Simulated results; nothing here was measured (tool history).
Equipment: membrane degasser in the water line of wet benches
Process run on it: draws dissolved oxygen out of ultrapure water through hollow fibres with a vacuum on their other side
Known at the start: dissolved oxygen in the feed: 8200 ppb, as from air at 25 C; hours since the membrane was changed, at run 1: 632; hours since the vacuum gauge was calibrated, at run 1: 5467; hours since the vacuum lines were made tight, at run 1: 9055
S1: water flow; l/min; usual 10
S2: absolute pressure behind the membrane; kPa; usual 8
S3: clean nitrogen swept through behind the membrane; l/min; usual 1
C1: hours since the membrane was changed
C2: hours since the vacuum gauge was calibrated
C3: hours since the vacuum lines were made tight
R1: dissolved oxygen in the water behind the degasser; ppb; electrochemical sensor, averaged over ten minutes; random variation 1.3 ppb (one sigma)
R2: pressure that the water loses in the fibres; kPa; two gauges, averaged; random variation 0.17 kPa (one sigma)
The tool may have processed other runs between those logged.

run 1 hour=0 | S1=10 S2=8 S3=1 | C1=632 C2=5467 C3=9055 | R1=125.3 R2=29.03
run 2 hour=98.2 | S1=10 S2=8 S3=1 | C1=730 C2=5565 C3=9153 | R1=129.7 R2=28.82
run 3 hour=184.7 | S1=10 S2=8 S3=1 | C1=816 C2=5652 C3=9239 | R1=127.6 R2=28.74
run 4 hour=261.5 | S1=10 S2=8 S3=1 | C1=893 C2=5729 C3=9316 | R1=129.1 R2=29.06
run 5 hour=371.5 | S1=10 S2=8 S3=1 | C1=1003 C2=5838 C3=9426 | R1=128.8 R2=29.25
run 6 hour=433.9 | S1=10 S2=8 S3=1 | C1=1065 C2=5901 C3=9489 | R1=129.9 R2=29.05
run 7 hour=502 | S1=10 S2=8 S3=1 | C1=1134 C2=5969 C3=9557 | R1=128.8 R2=28.99
run 8 hour=611.8 | S1=10 S2=8 S3=1 | C1=1243 C2=6079 C3=9667 | R1=130.1 R2=28.98
run 9 hour=680 | S1=10 S2=5.29 S3=1 | C1=1312 C2=6147 C3=9735 | R1=64 R2=28.91
run 10 hour=787.1 | S1=8 S2=19.97 S3=0.42 | C1=1419 C2=6254 C3=9842 | R1=697.8 R2=23.18
run 11 hour=871.9 | S1=9 S2=8.83 S3=1 | C1=1504 C2=6339 C3=9927 | R1=135.5 R2=26.5
run 12 hour=941.3 | S1=8 S2=16.38 S3=0.75 | C1=1573 C2=6408 C3=9996 | R1=336.8 R2=23.67
run 13 hour=1007.2 | S1=8 S2=16.38 S3=0.75 | C1=1639 C2=6474 C3=10062 | R1=347.7 R2=23.14
run 14 hour=1121.6 | S1=8 S2=16.38 S3=0.75 | C1=1753 C2=6589 C3=10176 | R1=344.1 R2=23.42
run 15 hour=1218.2 | S1=10 S2=19.65 S3=1.41 | C1=1850 C2=6685 C3=10273 | R1=298.1 R2=29.08
run 16 hour=1327.3 | S1=10 S2=9.63 S3=0.91 | C1=1959 C2=6794 C3=10382 | R1=184.9 R2=28.96
run 17 hour=1416.1 | S1=10 S2=7.32 S3=1.66 | C1=2048 C2=6883 C3=10471 | R1=74.3 R2=29.14

For some of the steps in R1 from one run to the next: how much would appear even if the tool had no hidden state, given the settings, what came in and random variation, and how much remains for the hidden state plus any gauge scatter that the measured result and the result without hidden state don't share?
Hidden conditions of the tool in this case: membrane still open, %; true pressure behind the membrane over the reading, kPa; air that leaks in behind the membrane, l/min; drift of the gauge itself on oxygen_ppb, %; drift of the gauge itself on loss_of_pressure_kpa, %.
Run 9 -> 10: S1 10 -> 8, S2 5.29 -> 19.97, S3 1 -> 0.42. R1 +633.8 ppb: hidden state +23.3, all else +610.5.
